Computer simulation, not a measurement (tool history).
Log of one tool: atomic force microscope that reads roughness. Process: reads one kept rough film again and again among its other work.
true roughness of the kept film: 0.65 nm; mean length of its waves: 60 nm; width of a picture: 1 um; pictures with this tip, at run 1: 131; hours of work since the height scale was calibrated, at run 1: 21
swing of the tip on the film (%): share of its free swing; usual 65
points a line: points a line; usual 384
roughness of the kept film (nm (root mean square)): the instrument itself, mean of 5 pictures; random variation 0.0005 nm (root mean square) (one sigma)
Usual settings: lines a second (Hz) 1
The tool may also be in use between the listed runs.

run,hour,lines a second (Hz),swing of the tip on the film (%),points a line,pictures with this tip,hours of work since the height scale was calibrated,roughness of the kept film (nm (root mean square))
1,0,1,65,384,131,21,0.6319
2,25.3,1,88,384,173,39,0.602
3,43.9,1,88,384,203,52,0.6013
# hour 62.5: new tip fitted
4,71.9,1,65,384,15,72,0.6351
5,93.5,1,65,280,51,88,0.6325
6,117.5,1,65,280,90,105,0.631
7,132.8,1.73,65,280,116,116,0.6221
8,162.6,1.73,65,280,165,137,0.6209
9,191.7,1,65,473,212,158,0.6294
# hour 203.9: new tip fitted
10,209.2,1,90,473,9,170,0.6043
11,235.4,1,90,473,52,189,0.6032
12,268.4,1,90,473,106,213,0.6024
13,284.9,1,90,473,133,225,0.6014
# hour 288.5: height scale calibrated on a step standard
14,322,1,90,473,193,24,0.6007
# hour 345.8: new tip fitted
15,345.8,1,90,473,0,41,0.6059
16,366.4,1,90,473,34,56,0.6054
# hour 385.1: height scale calibrated on a step standard, once more
17,387.3,1,90,473,67,2,0.6015
18,403.4,1,90,473,93,13,0.6008
19,431.1,1,65,384,139,33,0.6297
20,450.3,1.99,65,384,170,47,0.6178
21,469.9,2.02,65,384,202,61,0.6156
# hour 488.7: new tip fitted
22,492.6,0.64,65,384,7,77,0.6381
23,521.1,0.81,71,384,54,97,0.6313
24,544.2,0.81,71,384,92,114,0.6305
25,572.3,0.81,61,297,138,134,0.6343
26,600.2,0.81,61,297,184,154,0.6336
27,628.2,0.81,61,297,230,174,0.632
# hour 631.3: new tip fitted
28,647.5,0.53,72,533,27,187,0.6369
29,677.1,0.53,59,533,76,209,0.6405
30,710,0.53,59,533,130,232,0.639
31,727.3,2.98,65,312,158,245,0.6063
32,743.6,2.98,65,312,185,256,0.6054
33,770.4,2.98,65,312,229,276,0.6048
# hour 773.6: new tip fitted
34,795.6,1,62,825,36,293,0.638
35,828.8,1,84,384,91,317,0.612
36,851.4,0.53,62,278,128,333,0.637
37,866.9,1.36,70,384,153,344,0.6215

Some steps in roughness of the kept film (nm (root mean square)) between neighbouring runs. How much of each would the tool show without its hidden state too (settings, what came in, random variation), and how much is left for the hidden state, with any gauge scatter that isn't in both results?
The hidden state here: radius of the tip, nm; height scale over the true one, %; drift of the gauge itself on roughness_nm, %.
Run 3 -> 4: swing of the tip on the film (%) 88 -> 65, new tip fitted. roughness of the kept film (nm (root mean square)) +0.0338: hidden state +0.0055, all else +0.0283.
Run 9 -> 10: swing of the tip on the film (%) 65 -> 90, new tip fitted. roughness of the kept film (nm (root mean square)) -0.0251: hidden state +0.0059, all else -0.031.
Run 21 -> 22: lines a second (Hz) 2.02 -> 0.64, new tip fitted. roughness of the kept film (nm (root mean square)) +0.0225: hidden state +0.0061, all else +0.0164.
Run 30 -> 31: lines a second (Hz) 0.53 -> 2.98, swing of the tip on the film (%) 59 -> 65, points a line 533 -> 312. roughness of the kept film (nm (root mean square)) -0.0327: hidden state -0.0006, all else -0.0321.
Run 33 -> 34: lines a second (Hz) 2.98 -> 1, swing of the tip on the film (%) 65 -> 62, points a line 312 -> 825, new tip fitted. roughness of the kept film (nm (root mean square)) +0.0332: hidden state +0.0058, all else +0.0274.
